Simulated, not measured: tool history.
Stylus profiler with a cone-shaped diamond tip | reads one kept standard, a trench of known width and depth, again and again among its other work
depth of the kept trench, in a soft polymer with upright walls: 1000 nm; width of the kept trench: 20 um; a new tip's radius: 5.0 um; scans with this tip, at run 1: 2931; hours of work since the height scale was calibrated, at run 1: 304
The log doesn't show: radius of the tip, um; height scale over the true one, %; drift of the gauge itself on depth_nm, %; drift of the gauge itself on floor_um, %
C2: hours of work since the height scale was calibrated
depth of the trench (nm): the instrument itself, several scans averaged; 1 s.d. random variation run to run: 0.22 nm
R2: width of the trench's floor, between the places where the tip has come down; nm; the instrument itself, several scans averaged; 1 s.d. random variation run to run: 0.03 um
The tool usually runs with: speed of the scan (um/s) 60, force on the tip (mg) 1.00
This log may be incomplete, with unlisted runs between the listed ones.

Run 1, hour 0.0: usual settings; scans with this tip 2931; C2 304. Result: depth of the trench (nm) 1006.07, R2 13480 nm.
Run 2, hour 10.7: usual settings but force on the tip (mg) 1.87; scans with this tip 2996; C2 310. Result: depth of the trench (nm) 1009.22, R2 13480 nm.
Run 3, hour 21.8: usual settings but speed of the scan (um/s) 154; scans with this tip 3064; C2 317. Result: depth of the trench (nm) 1006.06, R2 12930 nm.
Run 4, hour 32.9: usual settings but speed of the scan (um/s) 154; scans with this tip 3132; C2 324. Result: depth of the trench (nm) 1005.04, R2 12960 nm.
Run 5, hour 54.3: usual settings but speed of the scan (um/s) 154; scans with this tip 3263; C2 338. Result: depth of the trench (nm) 1005.76, R2 12880 nm.
Run 6, hour 70.9: usual settings but speed of the scan (um/s) 154; scans with this tip 3365; C2 349. Result: depth of the trench (nm) 1006.07, R2 12880 nm.
Run 7, hour 82.4: usual settings but speed of the scan (um/s) 154; scans with this tip 3434; C2 356. Result: depth of the trench (nm) 1005.71, R2 12860 nm.
Run 8, hour 103.1: usual settings but speed of the scan (um/s) 154; scans with this tip 3561; C2 369. Result: depth of the trench (nm) 1005.71, R2 12890 nm.
Run 9, hour 112.0: usual settings but speed of the scan (um/s) 154; scans with this tip 3616; C2 375. Result: depth of the trench (nm) 1005.60, R2 12890 nm.
Run 10, hour 121.2: usual settings but speed of the scan (um/s) 154; scans with this tip 3671; C2 380. Result: depth of the trench (nm) 1006.01, R2 12950 nm.
Run 11, hour 138.2: usual settings; scans with this tip 3775; C2 391. Result: depth of the trench (nm) 1005.91, R2 13330 nm.
Run 12, hour 156.5: usual settings; scans with this tip 3888; C2 403. Result: depth of the trench (nm) 1005.68, R2 13360 nm.
Run 13, hour 173.4: usual settings but speed of the scan (um/s) 161; scans with this tip 3991; C2 413. Result: depth of the trench (nm) 1005.76, R2 12770 nm.
Run 14, hour 192.2: usual settings but speed of the scan (um/s) 161; scans with this tip 4105; C2 425. Result: depth of the trench (nm) 1005.81, R2 12840 nm.
Run 15, hour 202.7: usual settings but speed of the scan (um/s) 80; scans with this tip 4170; C2 432. Result: depth of the trench (nm) 1005.72, R2 13230 nm.
Run 16, hour 212.1: usual settings but speed of the scan (um/s) 80; scans with this tip 4227; C2 438. Result: depth of the trench (nm) 1005.61, R2 13260 nm.
Run 17, hour 226.2: usual settings but speed of the scan (um/s) 80, force on the tip (mg) 0.73; scans with this tip 4313; C2 447. Result: depth of the trench (nm) 1004.14, R2 13120 nm.
Run 18, hour 244.5: usual settings but speed of the scan (um/s) 80, force on the tip (mg) 0.73; scans with this tip 4425; C2 458. Result: depth of the trench (nm) 1004.43, R2 13070 nm.
Run 19, hour 263.6: usual settings; scans with this tip 4542; C2 470. Result: depth of the trench (nm) 1005.43, R2 13270 nm.
Run 20, hour 283.2: usual settings; scans with this tip 4661; C2 483. Result: depth of the trench (nm) 1005.54, R2 13230 nm.
Run 21, hour 301.1: usual settings but speed of the scan (um/s) 31; scans with this tip 4771; C2 494. Result: depth of the trench (nm) 1005.82, R2 13440 nm.
Run 22, hour 314.4: usual settings but speed of the scan (um/s) 24, force on the tip (mg) 1.88; scans with this tip 4852; C2 503. Result: depth of the trench (nm) 1009.17, R2 13440 nm.
Run 23, hour 335.5: usual settings but speed of the scan (um/s) 44, force on the tip (mg) 1.88; scans with this tip 4981; C2 516. Result: depth of the trench (nm) 1008.98, R2 13440 nm.
At hour 337.9: height scale calibrated on a step standard.
Run 24, hour 352.3: usual settings but speed of the scan (um/s) 210, force on the tip (mg) 1.70; scans with this tip 5081; C2 9. Result: depth of the trench (nm) 1007.99, R2 12630 nm.
Run 25, hour 365.2: usual settings but speed of the scan (um/s) 163, force on the tip (mg) 1.19; scans with this tip 5160; C2 17. Result: depth of the trench (nm) 1006.04, R2 12730 nm.
At hour 372.6: height scale calibrated on a step standard, once more.
Run 26, hour 377.2: usual settings but speed of the scan (um/s) 15, force on the tip (mg) 1.76; scans with this tip 5230; C2 3. Result: depth of the trench (nm) 1009.59, R2 13450 nm.
Run 27, hour 392.2: usual settings but speed of the scan (um/s) 15, force on the tip (mg) 1.76; scans with this tip 5321; C2 12. Result: depth of the trench (nm) 1009.76, R2 13470 nm.
Run 28, hour 407.6: usual settings but speed of the scan (um/s) 15, force on the tip (mg) 2.73; scans with this tip 5415; C2 22. Result: depth of the trench (nm) 1013.04, R2 13470 nm.
Run 29, hour 427.6: usual settings but speed of the scan (um/s) 95, force on the tip (mg) 0.52; scans with this tip 5538; C2 35. Result: depth of the trench (nm) 1004.13, R2 12770 nm.
Run 30, hour 445.7: usual settings but force on the tip (mg) 0.51; scans with this tip 5648; C2 46. Result: depth of the trench (nm) 1004.35, R2 13050 nm.
Run 31, hour 457.2: usual settings but speed of the scan (um/s) 171, force on the tip (mg) 0.47; scans with this tip 5718; C2 54. Result: depth of the trench (nm) 1003.65, R2 12190 nm.
Run 32, hour 479.2: usual settings but speed of the scan (um/s) 98, force on the tip (mg) 0.54; scans with this tip 5853; C2 67. Result: depth of the trench (nm) 1004.37, R2 12770 nm.
Run 33, hour 492.7: usual settings but speed of the scan (um/s) 98, force on the tip (mg) 0.54; scans with this tip 5936; C2 76. Result: depth of the trench (nm) 1004.58, R2 12790 nm.
Run 34, hour 512.2: usual settings but speed of the scan (um/s) 98, force on the tip (mg) 0.54; scans with this tip 6054; C2 88. Result: depth of the trench (nm) 1004.38, R2 12770 nm.
Run 35, hour 523.7: usual settings but speed of the scan (um/s) 48, force on the tip (mg) 0.48; scans with this tip 6125; C2 96. Result: depth of the trench (nm) 1003.79, R2 13110 nm.
Run 36, hour 538.6: usual settings but speed of the scan (um/s) 19, force on the tip (mg) 0.48; scans with this tip 6216; C2 105. Result: depth of the trench (nm) 1003.93, R2 13290 nm.
Run 37, hour 555.0: usual settings but speed of the scan (um/s) 19, force on the tip (mg) 0.48; scans with this tip 6316; C2 115. Result: depth of the trench (nm) 1004.23, R2 13270 nm.
Run 38, hour 572.8: usual settings but speed of the scan (um/s) 19, force on the tip (mg) 0.48; scans with this tip 6425; C2 127. Result: depth of the trench (nm) 1003.79, R2 13280 nm.
Run 39, hour 585.0: usual settings but speed of the scan (um/s) 44, force on the tip (mg) 0.90; scans with this tip 6499; C2 134. Result: depth of the trench (nm) 1005.64, R2 13180 nm.
Run 40, hour 605.0: usual settings but speed of the scan (um/s) 19, force on the tip (mg) 0.88; scans with this tip 6621; C2 147. Result: depth of the trench (nm) 1005.22, R2 13330 nm.
Run 41, hour 626.9: usual settings but speed of the scan (um/s) 19, force on the tip (mg) 0.88; scans with this tip 6755; C2 161. Result: depth of the trench (nm) 1005.95, R2 13310 nm.

Selected run-to-run steps in depth of the trench (nm), each split into two signed amounts: the part the tool would show with no hidden state at all (from settings, incoming material and random variation), and the remainder, which goes to the hidden state together with any gauge scatter not common to the measured and the hidden-state-free results:
Run 11 -> 12: no setting touched and nothing written in the log between the runs. depth of the trench (nm) -0.23: hidden state -0.03, all else -0.20.
Run 21 -> 22: speed of the scan (um/s) 31 -> 24, force on the tip (mg) 1.00 -> 1.88. depth of the trench (nm) +3.35: hidden state -0.01, all else +3.36.
Run 23 -> 24: speed of the scan (um/s) 44 -> 210, force on the tip (mg) 1.88 -> 1.70, height scale calibrated on a step standard. depth of the trench (nm) -0.99: hidden state -0.58, all else -0.41.
Run 25 -> 26: speed of the scan (um/s) 163 -> 15, force on the tip (mg) 1.19 -> 1.76, height scale calibrated on a step standard, once more. depth of the trench (nm) +3.55: hidden state +1.58, all else +1.97.
Run 28 -> 29: speed of the scan (um/s) 15 -> 95, force on the tip (mg) 2.73 -> 0.52. depth of the trench (nm) -8.91: hidden state -0.02, all else -8.89.

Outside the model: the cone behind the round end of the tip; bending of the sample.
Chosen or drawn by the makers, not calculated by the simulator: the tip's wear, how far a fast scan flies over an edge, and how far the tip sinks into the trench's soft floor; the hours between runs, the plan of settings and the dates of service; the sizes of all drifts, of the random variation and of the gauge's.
